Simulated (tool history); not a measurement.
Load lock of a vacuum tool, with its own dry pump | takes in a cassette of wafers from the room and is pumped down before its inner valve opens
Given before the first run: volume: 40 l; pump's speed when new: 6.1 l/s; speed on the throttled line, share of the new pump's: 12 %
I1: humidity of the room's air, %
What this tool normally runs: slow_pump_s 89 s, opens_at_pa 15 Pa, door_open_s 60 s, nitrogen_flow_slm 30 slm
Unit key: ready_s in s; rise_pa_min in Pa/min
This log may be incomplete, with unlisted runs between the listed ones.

run 1 day=0 | slow_pump_s=89 opens_at_pa=15 door_open_s=60 nitrogen_flow_slm=30 | I1=43.2 | ready_s=146.8 rise_pa_min=0.069
run 2 day=8.958 | slow_pump_s=89 opens_at_pa=15 door_open_s=60 nitrogen_flow_slm=30 | I1=44 | ready_s=144.9 rise_pa_min=0.074
run 3 day=15.075 | slow_pump_s=89 opens_at_pa=15 door_open_s=60 nitrogen_flow_slm=30 | I1=46.7 | ready_s=143.7 rise_pa_min=0.072
run 4 day=22.288 | slow_pump_s=89 opens_at_pa=15 door_open_s=189 nitrogen_flow_slm=30 | I1=45.8 | ready_s=146.6 rise_pa_min=0.103
run 5 day=28.333 | slow_pump_s=89 opens_at_pa=15 door_open_s=60 nitrogen_flow_slm=30 | I1=42.6 | ready_s=146.5 rise_pa_min=0.065
run 6 day=35.146 | slow_pump_s=89 opens_at_pa=15 door_open_s=60 nitrogen_flow_slm=30 | I1=43.9 | ready_s=144.9 rise_pa_min=0.067
run 7 day=44.179 | slow_pump_s=89 opens_at_pa=17 door_open_s=60 nitrogen_flow_slm=30 | I1=46.7 | ready_s=145.7 rise_pa_min=0.083
run 8 day=49.6 | slow_pump_s=89 opens_at_pa=17 door_open_s=60 nitrogen_flow_slm=30 | I1=45.1 | ready_s=143.5 rise_pa_min=0.077
run 9 day=59.846 | slow_pump_s=89 opens_at_pa=14 door_open_s=60 nitrogen_flow_slm=30 | I1=44.7 | ready_s=145.9 rise_pa_min=0.073
run 10 day=69.929 | slow_pump_s=89 opens_at_pa=14 door_open_s=60 nitrogen_flow_slm=30 | I1=43.6 | ready_s=147.1 rise_pa_min=0.076
run 11 day=79.462 | slow_pump_s=89 opens_at_pa=14 door_open_s=60 nitrogen_flow_slm=30 | I1=42.3 | ready_s=145.5 rise_pa_min=0.077
run 12 day=85.942 | slow_pump_s=89 opens_at_pa=14 door_open_s=60 nitrogen_flow_slm=30 | I1=47 | ready_s=148.3 rise_pa_min=0.086
run 13 day=92.542 | slow_pump_s=89 opens_at_pa=15 door_open_s=60 nitrogen_flow_slm=30 | I1=43.5 | ready_s=147.9 rise_pa_min=0.079
run 14 day=99.879 | slow_pump_s=177 opens_at_pa=15 door_open_s=60 nitrogen_flow_slm=30 | I1=41.9 | ready_s=220 rise_pa_min=0.085
run 15 day=110.596 | slow_pump_s=177 opens_at_pa=15 door_open_s=60 nitrogen_flow_slm=30 | I1=45.6 | ready_s=220.5 rise_pa_min=0.084
run 16 day=118.871 | slow_pump_s=177 opens_at_pa=15 door_open_s=60 nitrogen_flow_slm=30 | I1=43.6 | ready_s=222.7 rise_pa_min=0.084
run 17 day=126.821 | slow_pump_s=177 opens_at_pa=15 door_open_s=60 nitrogen_flow_slm=30 | I1=41.4 | ready_s=222.2 rise_pa_min=0.091
run 18 day=137.054 | slow_pump_s=177 opens_at_pa=15 door_open_s=60 nitrogen_flow_slm=30 | I1=43.5 | ready_s=221.7 rise_pa_min=0.086
run 19 day=147.329 | slow_pump_s=177 opens_at_pa=15 door_open_s=60 nitrogen_flow_slm=30 | I1=43.7 | ready_s=223.6 rise_pa_min=0.096
-- day=157.496 dry pump taken out, an overhauled one fitted
run 20 day=157.533 | slow_pump_s=177 opens_at_pa=15 door_open_s=60 nitrogen_flow_slm=30 | I1=44.5 | ready_s=212.9 rise_pa_min=0.102
run 21 day=167.388 | slow_pump_s=177 opens_at_pa=15 door_open_s=60 nitrogen_flow_slm=30 | I1=48.1 | ready_s=214.7 rise_pa_min=0.091
run 22 day=172.425 | slow_pump_s=89 opens_at_pa=15 door_open_s=60 nitrogen_flow_slm=20 | I1=47.6 | ready_s=136.7 rise_pa_min=0.105
run 23 day=182.862 | slow_pump_s=120 opens_at_pa=15 door_open_s=60 nitrogen_flow_slm=20 | I1=44.7 | ready_s=163.8 rise_pa_min=0.108
run 24 day=193.783 | slow_pump_s=120 opens_at_pa=15 door_open_s=60 nitrogen_flow_slm=20 | I1=45 | ready_s=165 rise_pa_min=0.107
run 25 day=198.962 | slow_pump_s=120 opens_at_pa=15 door_open_s=60 nitrogen_flow_slm=20 | I1=47 | ready_s=164.2 rise_pa_min=0.113
run 26 day=206.196 | slow_pump_s=89 opens_at_pa=12 door_open_s=93 nitrogen_flow_slm=6 | I1=45.5 | ready_s=140.4 rise_pa_min=0.135
run 27 day=216.192 | slow_pump_s=89 opens_at_pa=15 door_open_s=160 nitrogen_flow_slm=30 | I1=47 | ready_s=136.3 rise_pa_min=0.128
run 28 day=224.654 | slow_pump_s=136 opens_at_pa=16 door_open_s=60 nitrogen_flow_slm=30 | I1=42.8 | ready_s=178.7 rise_pa_min=0.106
run 29 day=231.925 | slow_pump_s=136 opens_at_pa=16 door_open_s=60 nitrogen_flow_slm=30 | I1=41.3 | ready_s=176.3 rise_pa_min=0.106
run 30 day=238.338 | slow_pump_s=136 opens_at_pa=16 door_open_s=60 nitrogen_flow_slm=30 | I1=43.3 | ready_s=178.3 rise_pa_min=0.106
run 31 day=247.296 | slow_pump_s=125 opens_at_pa=20 door_open_s=163 nitrogen_flow_slm=31 | I1=43.7 | ready_s=167.4 rise_pa_min=0.127
run 32 day=253.633 | slow_pump_s=58 opens_at_pa=20 door_open_s=85 nitrogen_flow_slm=38 | I1=42.6 | ready_s=109.2 rise_pa_min=0.106
run 33 day=263.858 | slow_pump_s=89 opens_at_pa=15 door_open_s=49 nitrogen_flow_slm=26 | I1=46.9 | ready_s=137.4 rise_pa_min=0.111
run 34 day=274.488 | slow_pump_s=89 opens_at_pa=15 door_open_s=49 nitrogen_flow_slm=26 | I1=48.8 | ready_s=138.1 rise_pa_min=0.109
run 35 day=281.262 | slow_pump_s=88 opens_at_pa=22 door_open_s=60 nitrogen_flow_slm=30 | I1=49.4 | ready_s=134 rise_pa_min=0.121
run 36 day=285.954 | slow_pump_s=100 opens_at_pa=12 door_open_s=60 nitrogen_flow_slm=30 | I1=43.9 | ready_s=148.1 rise_pa_min=0.114
run 37 day=296.25 | slow_pump_s=47 opens_at_pa=15 door_open_s=60 nitrogen_flow_slm=30 | I1=43.7 | ready_s=101.6 rise_pa_min=0.115
run 38 day=306.083 | slow_pump_s=89 opens_at_pa=17 door_open_s=39 nitrogen_flow_slm=8 | I1=45.4 | ready_s=136.2 rise_pa_min=0.131

Subtracting, for every run, the result it would have given without the tool's unlogged condition from the measured result gives the following. The same run-to-run variation enters both numbers; the gauge's scatter may not:
Unlogged tool condition in this case: pump's speed, % of a new pump's; leak at the door's seal, Pa l/s; drift of the gauge itself on ready_s, %; drift of the gauge itself on rise_pa_min, %.
run=1 ready_s=+9 rise_pa_min=+0.03
run=2 ready_s=+9 rise_pa_min=+0.031
run=3 ready_s=+9 rise_pa_min=+0.031
run=4 ready_s=+9.4 rise_pa_min=+0.032
run=5 ready_s=+9.4 rise_pa_min=+0.033
run=6 ready_s=+9.5 rise_pa_min=+0.034
run=7 ready_s=+9.4 rise_pa_min=+0.036
run=8 ready_s=+9.4 rise_pa_min=+0.036
run=9 ready_s=+9.9 rise_pa_min=+0.037
run=10 ready_s=+10 rise_pa_min=+0.04
run=11 ready_s=+10.1 rise_pa_min=+0.04
run=12 ready_s=+10.4 rise_pa_min=+0.042
run=13 ready_s=+10.6 rise_pa_min=+0.042
run=14 ready_s=+8.2 rise_pa_min=+0.045
run=15 ready_s=+8.4 rise_pa_min=+0.045
run=16 ready_s=+8.6 rise_pa_min=+0.047
run=17 ready_s=+8.7 rise_pa_min=+0.049
run=18 ready_s=+8.8 rise_pa_min=+0.049
run=19 ready_s=+9 rise_pa_min=+0.052
run=20 ready_s=+0.2 rise_pa_min=+0.054
run=21 ready_s=+0.3 rise_pa_min=+0.055
run=22 ready_s=+0.4 rise_pa_min=+0.056
run=23 ready_s=+0.5 rise_pa_min=+0.057
run=24 ready_s=+0.7 rise_pa_min=+0.059
run=25 ready_s=+0.7 rise_pa_min=+0.06
run=26 ready_s=+0.9 rise_pa_min=+0.061
run=27 ready_s=+0.9 rise_pa_min=+0.064
run=28 ready_s=+0.9 rise_pa_min=+0.065
run=29 ready_s=+1 rise_pa_min=+0.066
run=30 ready_s=+1.1 rise_pa_min=+0.068
run=31 ready_s=+1.1 rise_pa_min=+0.068
run=32 ready_s=+1.4 rise_pa_min=+0.071
run=33 ready_s=+1.5 rise_pa_min=+0.072
run=34 ready_s=+1.6 rise_pa_min=+0.074
run=35 ready_s=+1.7 rise_pa_min=+0.075
run=36 ready_s=+1.8 rise_pa_min=+0.077
run=37 ready_s=+2.2 rise_pa_min=+0.078
run=38 ready_s=+2 rise_pa_min=+0.08
